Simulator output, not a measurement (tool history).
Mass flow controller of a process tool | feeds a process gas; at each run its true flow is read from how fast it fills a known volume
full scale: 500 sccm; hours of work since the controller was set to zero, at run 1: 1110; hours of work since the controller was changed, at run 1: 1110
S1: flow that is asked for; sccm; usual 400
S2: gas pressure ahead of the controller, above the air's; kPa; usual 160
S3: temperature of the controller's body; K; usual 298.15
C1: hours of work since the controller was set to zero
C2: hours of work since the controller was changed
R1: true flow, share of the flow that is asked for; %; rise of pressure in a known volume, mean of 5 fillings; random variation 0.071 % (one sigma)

| run | hour | S1 | S2 | S3 | C1 | C2 | R1 |
|---|---|---|---|---|---|---|---|
| 1 | 0.0 | 400 | 160 | 298.15 | 1110 | 1110 | 99.34 |
| 2 | 65.5 | 69 | 160 | 298.15 | 1158 | 1158 | 96.78 |
| 3 | 186.7 | 400 | 166 | 298.15 | 1247 | 1247 | 99.31 |
| 4 | 258.8 | 400 | 160 | 298.15 | 1300 | 1300 | 99.47 |
| 5 | 366.3 | 400 | 160 | 298.15 | 1379 | 1379 | 99.29 |
| 6 | 464.1 | 400 | 160 | 298.15 | 1451 | 1451 | 99.29 |
| 7 | 538.1 | 400 | 160 | 298.15 | 1505 | 1505 | 99.20 |
| 8 | 623.6 | 400 | 160 | 298.15 | 1568 | 1568 | 99.19 |
| 9 | 723.9 | 93 | 216 | 296.15 | 1641 | 1641 | 96.42 |
| 10 | 786.7 | 441 | 276 | 296.15 | 1687 | 1687 | 98.79 |
| 11 | 908.2 | 78 | 206 | 298.15 | 1777 | 1777 | 95.86 |
| 12 | 1028.9 | 100 | 160 | 298.15 | 1865 | 1865 | 96.55 |
| 13 | 1147.3 | 198 | 188 | 300.15 | 1952 | 1952 | 97.26 |
| 14 | 1202.4 | 198 | 188 | 300.15 | 1993 | 1993 | 97.17 |

Measured less the same run without the tool's hidden state. The same run-to-run variation is in both; the gauge's scatter may not be:
The hidden state here: flow at rest that the sensor doesn't see, % of full scale; true flow over the shown one, %; drift of the gauge itself on true_pct, %.
| run | R1 |
|---|---|
| 1 | -0.38 |
| 2 | -1.33 |
| 3 | -0.44 |
| 4 | -0.46 |
| 5 | -0.49 |
| 6 | -0.52 |
| 7 | -0.55 |
| 8 | -0.58 |
| 9 | -1.54 |
| 10 | -0.60 |
| 11 | -1.92 |
| 12 | -1.65 |
| 13 | -1.07 |
| 14 | -1.10 |

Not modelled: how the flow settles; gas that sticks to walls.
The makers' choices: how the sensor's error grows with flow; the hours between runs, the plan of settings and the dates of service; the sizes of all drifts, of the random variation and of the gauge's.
